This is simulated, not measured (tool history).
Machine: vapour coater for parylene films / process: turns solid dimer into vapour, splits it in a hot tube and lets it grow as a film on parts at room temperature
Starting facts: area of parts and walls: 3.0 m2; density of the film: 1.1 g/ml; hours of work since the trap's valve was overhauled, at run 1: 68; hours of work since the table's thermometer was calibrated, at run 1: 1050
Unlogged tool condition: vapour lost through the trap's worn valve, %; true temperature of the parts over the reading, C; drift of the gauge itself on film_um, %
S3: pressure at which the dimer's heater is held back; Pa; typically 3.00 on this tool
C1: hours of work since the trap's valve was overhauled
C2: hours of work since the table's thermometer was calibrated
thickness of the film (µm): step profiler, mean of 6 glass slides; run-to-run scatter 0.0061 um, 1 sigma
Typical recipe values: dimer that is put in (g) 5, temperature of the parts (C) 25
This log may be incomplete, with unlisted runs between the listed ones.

{"run": 1, "hour": 0.0, "dimer that is put in (g)": 5, "temperature of the parts (C)": 25, "S3": 3.0, "C1": 68, "C2": 1050, "thickness of the film (µm)": 1.238}
{"run": 2, "hour": 20.7, "dimer that is put in (g)": 5, "temperature of the parts (C)": 25, "S3": 2.58, "C1": 85, "C2": 1067, "thickness of the film (µm)": 1.255}
{"run": 3, "hour": 37.4, "dimer that is put in (g)": 5, "temperature of the parts (C)": 25, "S3": 2.58, "C1": 99, "C2": 1080, "thickness of the film (µm)": 1.244}
{"run": 4, "hour": 70.3, "dimer that is put in (g)": 5, "temperature of the parts (C)": 32, "S3": 3.0, "C1": 126, "C2": 1107, "thickness of the film (µm)": 1.082}
{"run": 5, "hour": 84.4, "dimer that is put in (g)": 5, "temperature of the parts (C)": 26, "S3": 3.0, "C1": 137, "C2": 1119, "thickness of the film (µm)": 1.208}
{"run": 6, "hour": 114.9, "dimer that is put in (g)": 5, "temperature of the parts (C)": 26, "S3": 3.0, "C1": 162, "C2": 1144, "thickness of the film (µm)": 1.205}
{"run": 7, "hour": 149.0, "dimer that is put in (g)": 5, "temperature of the parts (C)": 26, "S3": 3.0, "C1": 190, "C2": 1172, "thickness of the film (µm)": 1.198}
{"run": 8, "hour": 164.0, "dimer that is put in (g)": 5, "temperature of the parts (C)": 27, "S3": 3.0, "C1": 203, "C2": 1184, "thickness of the film (µm)": 1.193}
{"run": 9, "hour": 194.8, "dimer that is put in (g)": 5, "temperature of the parts (C)": 27, "S3": 3.0, "C1": 228, "C2": 1210, "thickness of the film (µm)": 1.176}
{"run": 10, "hour": 224.9, "dimer that is put in (g)": 5, "temperature of the parts (C)": 25, "S3": 3.0, "C1": 253, "C2": 1234, "thickness of the film (µm)": 1.225}
{"run": 11, "hour": 258.9, "dimer that is put in (g)": 5, "temperature of the parts (C)": 25, "S3": 3.0, "C1": 281, "C2": 1262, "thickness of the film (µm)": 1.221}
{"run": 12, "hour": 278.5, "dimer that is put in (g)": 5, "temperature of the parts (C)": 25, "S3": 3.0, "C1": 297, "C2": 1278, "thickness of the film (µm)": 1.232}
{"run": 13, "hour": 294.3, "dimer that is put in (g)": 5, "temperature of the parts (C)": 25, "S3": 10.42, "C1": 310, "C2": 1291, "thickness of the film (µm)": 1.087}
{"run": 14, "hour": 319.4, "dimer that is put in (g)": 5, "temperature of the parts (C)": 28, "S3": 10.42, "C1": 330, "C2": 1312, "thickness of the film (µm)": 1.022}
{"run": 15, "hour": 343.2, "dimer that is put in (g)": 5, "temperature of the parts (C)": 24, "S3": 2.85, "C1": 350, "C2": 1332, "thickness of the film (µm)": 1.251}
{"run": 16, "hour": 372.7, "dimer that is put in (g)": 6, "temperature of the parts (C)": 21, "S3": 2.83, "C1": 374, "C2": 1356, "thickness of the film (µm)": 1.596}
{"run": 17, "hour": 401.5, "dimer that is put in (g)": 3, "temperature of the parts (C)": 19, "S3": 5.14, "C1": 398, "C2": 1379, "thickness of the film (µm)": 0.767}
{"run": 18, "hour": 423.1, "dimer that is put in (g)": 3, "temperature of the parts (C)": 19, "S3": 5.14, "C1": 416, "C2": 1397, "thickness of the film (µm)": 0.767}
{"hour": 439.9, "done": "trap's valve overhauled"}
{"run": 19, "hour": 453.2, "dimer that is put in (g)": 5, "temperature of the parts (C)": 25, "S3": 2.75, "C1": 11, "C2": 1419, "thickness of the film (µm)": 1.241}
{"run": 20, "hour": 469.9, "dimer that is put in (g)": 5, "temperature of the parts (C)": 25, "S3": 2.75, "C1": 25, "C2": 1432, "thickness of the film (µm)": 1.243}
{"run": 21, "hour": 497.3, "dimer that is put in (g)": 2, "temperature of the parts (C)": 17, "S3": 3.0, "C1": 47, "C2": 1455, "thickness of the film (µm)": 0.57}
{"run": 22, "hour": 513.5, "dimer that is put in (g)": 3, "temperature of the parts (C)": 32, "S3": 2.27, "C1": 60, "C2": 1468, "thickness of the film (µm)": 0.678}
{"run": 23, "hour": 535.5, "dimer that is put in (g)": 3, "temperature of the parts (C)": 32, "S3": 2.92, "C1": 78, "C2": 1486, "thickness of the film (µm)": 0.653}

Below are 4 alternative next runs, each starting from the tool's condition after run 23. Predict each:
{"run": "A", "hour": 565.4, "dimer that is put in (g)": 5, "temperature of the parts (C)": 18, "S3": 3.0, "C1": 103, "C2": 1511, "thickness of the film (µm)": "?"}
{"run": "B", "hour": 565.4, "dimer that is put in (g)": 3, "temperature of the parts (C)": 32, "S3": 2.92, "C1": 103, "C2": 1511, "thickness of the film (µm)": "?"}
{"run": "C", "hour": 565.4, "dimer that is put in (g)": 5, "temperature of the parts (C)": 22, "S3": 3.48, "C1": 103, "C2": 1511, "thickness of the film (µm)": "?"}
{"run": "D", "hour": 565.4, "dimer that is put in (g)": 5, "temperature of the parts (C)": 34, "S3": 3.0, "C1": 103, "C2": 1511, "thickness of the film (µm)": "?"}

run=A thickness_of_the_film_(µm)=1.389
run=B thickness_of_the_film_(µm)=0.653
run=C thickness_of_the_film_(µm)=1.273
run=D thickness_of_the_film_(µm)=1.045
With the hidden condition removed and each run's random variation left untouched, the same runs would have given:
run=A thickness_of_the_film_(µm)=1.390
run=B thickness_of_the_film_(µm)=0.654
run=C thickness_of_the_film_(µm)=1.274
run=D thickness_of_the_film_(µm)=1.046
